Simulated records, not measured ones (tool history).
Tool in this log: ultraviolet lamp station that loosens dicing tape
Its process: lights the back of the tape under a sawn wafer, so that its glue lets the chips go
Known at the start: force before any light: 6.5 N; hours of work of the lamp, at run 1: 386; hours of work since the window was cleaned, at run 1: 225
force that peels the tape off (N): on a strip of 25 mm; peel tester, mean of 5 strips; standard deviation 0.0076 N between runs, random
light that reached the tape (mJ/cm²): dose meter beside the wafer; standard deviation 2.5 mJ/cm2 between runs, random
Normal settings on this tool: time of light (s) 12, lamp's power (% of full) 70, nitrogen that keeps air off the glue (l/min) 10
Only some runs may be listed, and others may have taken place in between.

run	hour	time of light (s)	lamp's power (% of full)	nitrogen that keeps air off the glue (l/min)	hours of work of the lamp	hours of work since the window was cleaned	force that peels the tape off (N)	light that reached the tape (mJ/cm²)
1	0	12	70	10	386	225	0.359	258
2	23.9	12	70	10	399	238	0.352	259
3	44.6	12	70	10	410	250	0.355	256
4	66.2	12	76	10	422	261	0.302	276
5	95.9	12	71	10	438	278	0.358	260
6	117.3	12	71	10	449	289	0.37	258
7	135.8	12	71	10	459	299	0.348	253
8	157.6	12	70	4	471	311	0.723	250
9	184.2	12	70	4	486	326	0.759	251
10	213.3	12	70	4	502	341	0.76	245
# hour 216.1: window cleaned of glue's vapour
11	242.9	12	70	4	517	15	0.847	234
12	266.5	12	70	10	530	27	0.443	228
13	293.6	12	61	10	545	42	0.585	200
14	320.9	15	89	5	560	57	0.319	364
15	344.4	11	89	19	572	70	0.249	262
16	367.7	17	68	8	585	82	0.31	309
# hour 396: window cleaned of glue's vapour, once more
17	397	17	68	8	601	1	0.244	360
18	412.7	7	90	14	609	9	0.478	197
19	426.1	7	90	14	617	16	0.487	194
20	446.5	7	90	14	628	27	0.49	196
21	472.4	7	90	11	642	42	0.581	194
22	496.6	7	61	11	655	55	1.172	131
23	515.5	12	70	3	665	65	0.896	255

Measured less the same run without the tool's hidden state. The same run-to-run variation is in both; the gauge's scatter may not be:
Unlogged tool condition in this case: lamp's light, % of a new lamp's; light that the window lets through, % of a clean one's; drift of the gauge itself on peel_n, %; drift of the gauge itself on dose_mj_cm2, %.
run	force that peels the tape off (N)	light that reached the tape (mJ/cm²)
1	+0.071	-38
2	+0.073	-40
3	+0.077	-40
4	+0.061	-45
5	+0.083	-44
6	+0.086	-45
7	+0.085	-46
8	+0.202	-47
9	+0.212	-48
10	+0.222	-50
11	+0.313	-65
12	+0.159	-67
13	+0.224	-59
14	+0.096	-110
15	+0.052	-82
16	+0.088	-98
17	+0.03	-48
18	+0.103	-27
19	+0.106	-28
20	+0.111	-28
21	+0.138	-29
22	+0.254	-21
23	+0.213	-42

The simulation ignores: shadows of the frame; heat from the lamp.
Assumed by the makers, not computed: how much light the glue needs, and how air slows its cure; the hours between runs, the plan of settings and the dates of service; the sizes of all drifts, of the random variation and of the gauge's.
